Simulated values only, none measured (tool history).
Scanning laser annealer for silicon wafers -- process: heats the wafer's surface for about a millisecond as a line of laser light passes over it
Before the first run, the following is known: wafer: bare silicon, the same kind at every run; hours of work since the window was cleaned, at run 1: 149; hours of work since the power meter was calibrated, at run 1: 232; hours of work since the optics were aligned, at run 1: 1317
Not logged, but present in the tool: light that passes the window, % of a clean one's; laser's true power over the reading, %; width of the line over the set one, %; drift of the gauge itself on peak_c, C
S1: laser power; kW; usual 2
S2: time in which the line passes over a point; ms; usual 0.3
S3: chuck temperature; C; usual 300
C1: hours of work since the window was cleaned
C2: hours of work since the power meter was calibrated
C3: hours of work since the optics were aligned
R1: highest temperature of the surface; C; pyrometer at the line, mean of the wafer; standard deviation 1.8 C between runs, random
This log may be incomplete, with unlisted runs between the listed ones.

run,day,S1,S2,S3,C1,C2,C3,R1
1,0,2,0.3,300,149,232,1317,1029
2,0.329,2,0.3,300,153,236,1321,1029
3,0.9,2,0.3,300,160,242,1327,1024
4,1.525,2,0.3,300,167,250,1335,1023
5,2.017,2,0.3,300,172,255,1340,1027
# day 2.175: laser's power meter calibrated
6,2.583,2,0.3,262,177,5,1345,987
7,3.012,2,0.3,300,182,10,1350,1024
8,3.462,2,0.3,267,188,15,1355,988
9,3.971,2,0.3,267,193,21,1361,988
# day 4.221: laser's power meter calibrated, once more
10,4.404,2,0.3,267,197,2,1365,999
11,5.096,2,0.3,267,205,10,1373,992
12,5.692,2.146,0.242,281,212,17,1379,974
13,6.333,1.939,0.21,297,219,24,1387,867
14,6.667,1.791,0.214,280,223,28,1391,807

Each row is a separate what-if for the run after 14, all from the same tool condition, not one after another. Results?
A,7.221,2,0.3,327,229,34,1397,?
B,7.221,2.112,0.246,287,229,34,1397,?
C,7.221,2.135,0.229,289,229,34,1397,?
D,7.221,1.999,0.242,280,229,34,1397,?
E,7.221,2,0.355,264,229,34,1397,?

run,R1
A,1051
B,976
C,957
D,921
E,1062
Without the tool's hidden state the same runs would have given:
run,R1
A,1089
B,1012
C,992
D,955
E,1104
